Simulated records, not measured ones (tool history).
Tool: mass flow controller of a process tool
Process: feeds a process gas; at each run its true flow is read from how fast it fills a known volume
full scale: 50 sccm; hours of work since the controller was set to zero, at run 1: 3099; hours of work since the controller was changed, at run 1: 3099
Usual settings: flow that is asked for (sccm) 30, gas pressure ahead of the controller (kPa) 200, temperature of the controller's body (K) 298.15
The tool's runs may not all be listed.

run	hour	flow that is asked for (sccm)	gas pressure ahead of the controller (kPa)	temperature of the controller's body (K)	hours of work since the controller was set to zero	hours of work since the controller was changed	true flow (%)
1	0	30	200	298.15	3099	3099	97.93
2	85.7	30	200	299.15	3153	3153	97.87
3	247.4	30	200	299.15	3254	3254	97.84
4	397.4	30	200	299.15	3349	3349	97.88
5	589.3	30	200	300.15	3469	3469	97.8
6	753.4	30	200	310.15	3572	3572	96.72
7	881.9	30	200	298.15	3653	3653	97.82
8	1007.2	30	200	298.15	3731	3731	97.81
9	1166.8	30	200	298.15	3832	3832	97.85
10	1294	30	200	298.15	3911	3911	97.81
11	1391	30	276	298.15	3972	3972	97.72
12	1571	30	224	298.15	4085	4085	97.72
13	1656.4	30	200	310.15	4139	4139	96.71
14	1809.6	30	200	298.15	4235	4235	97.61
15	1944.4	36	200	298.15	4320	4320	98.24
16	2039.1	15	168	306.15	4379	4379	94.56
17	2153.7	15	168	306.15	4451	4451	94.44
18	2305.5	15	168	306.15	4546	4546	94.48
19	2417.3	8	164	299.15	4617	4617	91.34
20	2511.3	8	164	299.15	4676	4676	91.36
21	2630.3	6	200	298.15	4750	4750	88.98
22	2713.8	30	142	308.15	4803	4803	96.8
23	2801	30	157	301.15	4858	4858	97.37
24	2977.4	18	193	294.15	4968	4968	96.04
25	3150.7	16	164	311.15	5077	5077	94.02
26	3346.3	30	228	298.15	5200	5200	97.51
27	3542.1	30	279	296.15	5323	5323	97.41
# hour 3670.9: controller's zero set anew
28	3728.9	31	181	307.15	36	5440	98.8
29	3904.5	31	181	308.15	147	5550	98.74
30	4041	25	156	308.15	232	5636	98.27

The same runs without the tool's hidden state, with the same run-to-run variation:
The hidden state here: flow at rest that the sensor doesn't see, % of full scale; true flow over the shown one, %; drift of the gauge itself on true_pct, %.
run	true flow (%)
1	98.95
2	98.9
3	98.9
4	98.96
5	98.9
6	97.85
7	98.96
8	98.97
9	99.03
10	99.01
11	98.94
12	98.97
13	97.97
14	98.9
15	99.27
16	97.6
17	97.53
18	97.63
19	97.7
20	97.79
21	97.83
22	98.22
23	98.8
24	98.8
25	97.26
26	99.03
27	98.96
28	98.29
29	98.26
30	97.84
